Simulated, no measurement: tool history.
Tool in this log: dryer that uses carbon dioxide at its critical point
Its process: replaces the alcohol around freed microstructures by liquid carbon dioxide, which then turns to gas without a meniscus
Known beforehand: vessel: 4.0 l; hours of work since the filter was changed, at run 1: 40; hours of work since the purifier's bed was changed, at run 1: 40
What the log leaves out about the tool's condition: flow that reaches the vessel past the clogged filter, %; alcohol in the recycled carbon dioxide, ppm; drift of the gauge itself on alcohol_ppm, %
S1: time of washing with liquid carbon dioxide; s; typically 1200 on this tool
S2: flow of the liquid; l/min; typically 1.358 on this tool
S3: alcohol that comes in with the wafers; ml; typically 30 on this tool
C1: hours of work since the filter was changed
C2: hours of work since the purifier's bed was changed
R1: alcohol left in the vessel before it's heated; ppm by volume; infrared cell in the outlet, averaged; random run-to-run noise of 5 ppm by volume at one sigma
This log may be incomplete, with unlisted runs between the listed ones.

run    hour    S1     S2   S3   C1   C2   R1
  1     0.0  1200  1.358   30   40   40   41
  2    40.1  1200  1.358   30   65   65   60
  3    78.3  1020  1.358   30   88   88   90
  4   140.2  1200  2.180   30  127  127   37
  5   202.8  1560  1.358   30  166  166   51
  6   250.0  1200  1.358   30  195  195  102
      256.2  -- inlet filter changed
  7   306.5  1200  1.358   30   31  230   67
  8   373.3  1200  1.358   30   73  271   81
  9   403.1  1200  1.070   30   91  290  151
 10   468.6  1200  1.800   30  132  330   71
 11   509.9  1200  0.960   30  158  356  246
 12   560.3  1200  2.190  111  189  387   83
      576.5  -- inlet filter changed
 13   618.6  1860  2.010   97   26  423   80
 14   678.3  1560  1.540   82   63  460   87
 15   709.6  1020  1.170   82   83  479  426
 16   749.1  1020  1.170   82  107  504  476
 17   794.5  1560  1.830   76  135  532  103
 18   821.5  1260  1.650   37  152  549  117
 19   888.2  1680  0.880   37  194  590  206
      899.8  -- inlet filter changed
 20   952.5  1680  0.880   37   33  630  160
 21   996.5  1320  1.358   30   60  657  132
 22  1037.3  1200  0.890   53   85  682  472

What if the next run were any one of these 4? Each begins from the tool's condition after run 22:
  A  1085.9  1200  2.250  53  116  712   ?
  B  1085.9  1200  1.358  30  116  712   ?
  C  1085.9  1560  0.920  73  116  712   ?
  D  1085.9   780  1.810  37  116  712   ?

run   R1
  A  128
  B  164
  C  277
  D  224
The same runs, with their run-to-run variation unchanged, on a tool lacking any hidden condition would have given:
run  R1
  A   0
  B  19
  C  91
  D  58
